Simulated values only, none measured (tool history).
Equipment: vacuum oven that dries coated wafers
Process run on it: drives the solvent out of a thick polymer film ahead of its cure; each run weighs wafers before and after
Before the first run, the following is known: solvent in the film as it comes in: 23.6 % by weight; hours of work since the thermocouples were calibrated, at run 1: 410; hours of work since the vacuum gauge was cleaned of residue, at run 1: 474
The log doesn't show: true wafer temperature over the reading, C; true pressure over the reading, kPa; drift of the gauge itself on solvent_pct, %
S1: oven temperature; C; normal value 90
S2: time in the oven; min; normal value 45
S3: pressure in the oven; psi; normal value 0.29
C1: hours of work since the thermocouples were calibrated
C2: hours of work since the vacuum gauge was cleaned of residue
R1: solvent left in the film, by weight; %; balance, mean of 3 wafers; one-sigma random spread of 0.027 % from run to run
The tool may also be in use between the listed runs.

Run 1, day 0: usual settings; C1 410; C2 474. Result: R1 4.42 %.
Run 2, day 0.833: usual settings; C1 424; C2 488. Result: R1 4.43 %.
Run 3, day 2.112: usual settings; C1 446; C2 510. Result: R1 4.4 %.
Run 4, day 3.246: usual settings; C1 466; C2 530. Result: R1 4.34 %.
Run 5, day 4.438: usual settings; C1 487; C2 551. Result: R1 4.41 %.
Run 6, day 5.412: usual settings; C1 504; C2 568. Result: R1 4.35 %.
Run 7, day 6.604: usual settings; C1 524; C2 589. Result: R1 4.4 %.
Run 8, day 7.729: usual settings but S1 89 C, S2 31 min, S3 0.196 psi; C1 544; C2 608. Result: R1 5.77 %.
At day 7.912: vacuum gauge cleaned of residue and calibrated.
Run 9, day 8.512: usual settings but S3 0.177 psi; C1 556; C2 10. Result: R1 3.59 %.
Run 10, day 9.175: usual settings but S1 92 C, S2 23 min, S3 0.737 psi; C1 568; C2 22. Result: R1 9.96 %.
Run 11, day 10.504: usual settings but S1 101 C, S3 0.249 psi; C1 591; C2 45. Result: R1 2.04 %.
Run 12, day 11.112: usual settings but S1 101 C, S3 0.249 psi; C1 601; C2 56. Result: R1 2.09 %.

Forecast each of these 5 alternatives for the next run:
Run A, day 12.358: usual settings but S1 82 C, S3 0.48 psi; C1 623; C2 77. Result: R1 ?.
Run B, day 12.358: usual settings but S2 29 min, S3 0.283 psi; C1 623; C2 77. Result: R1 ?.
Run C, day 12.358: usual settings but S1 101 C, S2 27 min, S3 0.332 psi; C1 623; C2 77. Result: R1 ?.
Run D, day 12.358: usual settings but S1 80 C; C1 623; C2 77. Result: R1 ?.
Run E, day 12.358: usual settings but S2 66 min, S3 0.315 psi; C1 623; C2 77. Result: R1 ?.

run    R1
  A  8.93
  B  6.49
  C  3.88
  D  7.92
  E  3.56
What these runs would have given with no unlogged condition in the tool:
run    R1
  A  8.92
  B  6.53
  C  3.89
  D  7.87
  E   3.4
